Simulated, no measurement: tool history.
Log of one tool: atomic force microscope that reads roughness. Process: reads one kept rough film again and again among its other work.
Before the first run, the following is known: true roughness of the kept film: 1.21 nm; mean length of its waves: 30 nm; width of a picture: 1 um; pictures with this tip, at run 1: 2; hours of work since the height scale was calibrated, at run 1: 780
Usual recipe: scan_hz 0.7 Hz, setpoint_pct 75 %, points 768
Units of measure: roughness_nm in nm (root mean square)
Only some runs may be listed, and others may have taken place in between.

run	hour	scan_hz	setpoint_pct	points	pictures with this tip	hours of work since the height scale was calibrated	roughness_nm
1	0	0.7	75	768	2	780	1.149
2	23.2	0.7	75	768	35	797	1.137
3	39.6	0.7	75	768	59	808	1.158
4	62.1	0.7	58	768	91	825	1.177
5	82.4	0.7	85	768	119	839	1.136
# hour 108.4: new tip fitted
6	113.2	0.7	85	768	6	861	1.121
7	141.7	0.7	82	768	47	882	1.134
8	160.3	0.906	82	768	73	895	1.122
9	188.5	0.709	75	305	113	916	1.134
10	211.1	0.695	86	317	146	932	1.123
# hour 219.5: new tip fitted
11	226.6	0.695	86	520	10	943	1.126
12	242.3	0.695	86	520	32	954	1.14
13	262.1	1.92	75	768	60	969	1.102
14	292.2	1.359	75	458	103	990	1.128
15	326.3	0.922	58	618	152	1015	1.16

Predict each of these 5 candidate next runs independently; none follows another, all start after run 15:
# hour 329.3: new tip fitted
A	345.7	0.922	65	474	23	1029	?
# hour 329.3: new tip fitted
B	345.7	1.014	80	776	23	1029	?
# hour 329.3: new tip fitted
C	345.7	0.713	58	618	23	1029	?
# hour 329.3: new tip fitted
D	345.7	0.922	85	618	23	1029	?
# hour 329.3: new tip fitted
E	345.7	2.207	58	618	23	1029	?

run	roughness_nm
A	1.16
B	1.126
C	1.172
D	1.117
E	1.151
Without the tool's hidden state the same runs would have given:
run	roughness_nm
A	1.162
B	1.128
C	1.173
D	1.119
E	1.152
